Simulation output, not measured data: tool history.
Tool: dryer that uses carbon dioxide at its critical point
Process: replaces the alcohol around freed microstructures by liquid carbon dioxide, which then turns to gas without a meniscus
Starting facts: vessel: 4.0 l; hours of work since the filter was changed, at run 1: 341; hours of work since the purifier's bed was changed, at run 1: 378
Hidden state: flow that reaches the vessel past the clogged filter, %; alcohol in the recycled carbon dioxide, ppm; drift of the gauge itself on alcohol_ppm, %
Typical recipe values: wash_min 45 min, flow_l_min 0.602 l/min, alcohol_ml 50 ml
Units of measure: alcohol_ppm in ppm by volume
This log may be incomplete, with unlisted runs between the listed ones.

run   hour  wash_min  flow_l_min  alcohol_ml  hours of work since the filter was changed  hours of work since the purifier's bed was changed  alcohol_ppm
  1      0        45       0.602          50                                         341                                                 378           92
  2   11.2        45       0.721          50                                         350                                                 386           46
  3   18.8        45       0.602          50                                         356                                                 392           88
  4   25.2        45       0.602          50                                         360                                                 396           85
  5   36.1        45       0.602          50                                         369                                                 405           84
  6   44.8        45       0.602          50                                         375                                                 411           88
  7     60        45       0.602          50                                         386                                                 422           97
  8   68.1        35       0.602          50                                         392                                                 429          233
  9   79.3        45       0.602          50                                         401                                                 437           93
 10   92.8        45       0.602          50                                         411                                                 447           95
 11  106.7        45       0.602          50                                         421                                                 457          103
 12  120.4        45       0.602          50                                         432                                                 468           94
 13  132.5        45       0.602          50                                         441                                                 477          101
 14  142.6        45       0.602          72                                         448                                                 484          125
 15  150.5        45       0.602          72                                         454                                                 490          134
 16    160        45       0.602          72                                         461                                                 497          140
 17  169.2        45       0.602          50                                         468                                                 504          111
 18    183        45       0.602          23                                         478                                                 515           63
 19  191.4        45       0.602          23                                         485                                                 521           60
 20  203.8        45       0.602         117                                         494                                                 530          202
 21  219.1        45       0.602          40                                         505                                                 542          100
 22  227.1        45       0.602          40                                         511                                                 548           89
 23  236.7        45       0.602          40                                         519                                                 555           90
 24  250.2        45       0.572          50                                         529                                                 565          127
 25  260.3        38       0.572          50                                         536                                                 572          248
 26    267        38       0.572          50                                         541                                                 577          242
     271.2  -- inlet filter changed
 27  280.5        31       0.798         104                                           7                                                 587          218
 28  290.3        33       0.744         104                                          14                                                 594          219
 29  299.4        33       0.744         104                                          21                                                 601          221
 30  312.3        33       0.744         104                                          31                                                 611          218
 31  323.4        33       0.744          42                                          39                                                 619          117
 32  335.9        50       0.602          75                                          48                                                 628           84
 33  345.4        50       0.602          75                                          56                                                 635           78
 34  359.1        50       0.602          75                                          66                                                 646           87
 35  371.7        62       0.602          85                                          75                                                 655           51
 36  382.1        33       0.602          50                                          83                                                 663          259
 37  394.3        33       0.602          50                                          92                                                 672          258
 38  407.4        33       0.602          50                                         102                                                 682          276
 39    414        45       0.895          99                                         107                                                 687           58
 40  421.3        45       0.812          61                                         112                                                 692           61
 41  433.6        60       0.602          99                                         122                                                 701           66
 42  446.1        60       0.602          99                                         131                                                 711           64
 43  452.5        40       0.602          50                                         136                                                 715          134
 44  460.7        45       0.602          71                                         142                                                 722          127
 45  474.5        45       0.602          71                                         152                                                 732          126
 46  487.6        38       0.602          22                                         162                                                 742          103

Below, some changes in alcohol_ppm between adjacent runs. For each, the amount present without the hidden state too (settings, incoming material, random variation) and the amount remaining for the hidden state with gauge scatter not shared by both compared results:
Run 19 -> 20: alcohol_ml 23 -> 117. alcohol_ppm +142 ppm by volume: hidden state +49, all else +93.
Run 20 -> 21: alcohol_ml 117 -> 40. alcohol_ppm -102 ppm by volume: hidden state -37, all else -65.
Run 26 -> 27: wash_min 38 -> 31, flow_l_min 0.572 -> 0.798, alcohol_ml 50 -> 104, inlet filter changed. alcohol_ppm -24 ppm by volume: hidden state -54, all else +30.
Run 35 -> 36: wash_min 62 -> 33, alcohol_ml 85 -> 50. alcohol_ppm +208 ppm by volume: hidden state +19, all else +189.
Run 38 -> 39: wash_min 33 -> 45, flow_l_min 0.602 -> 0.895, alcohol_ml 50 -> 99. alcohol_ppm -218 ppm by volume: hidden state -20, all else -198.
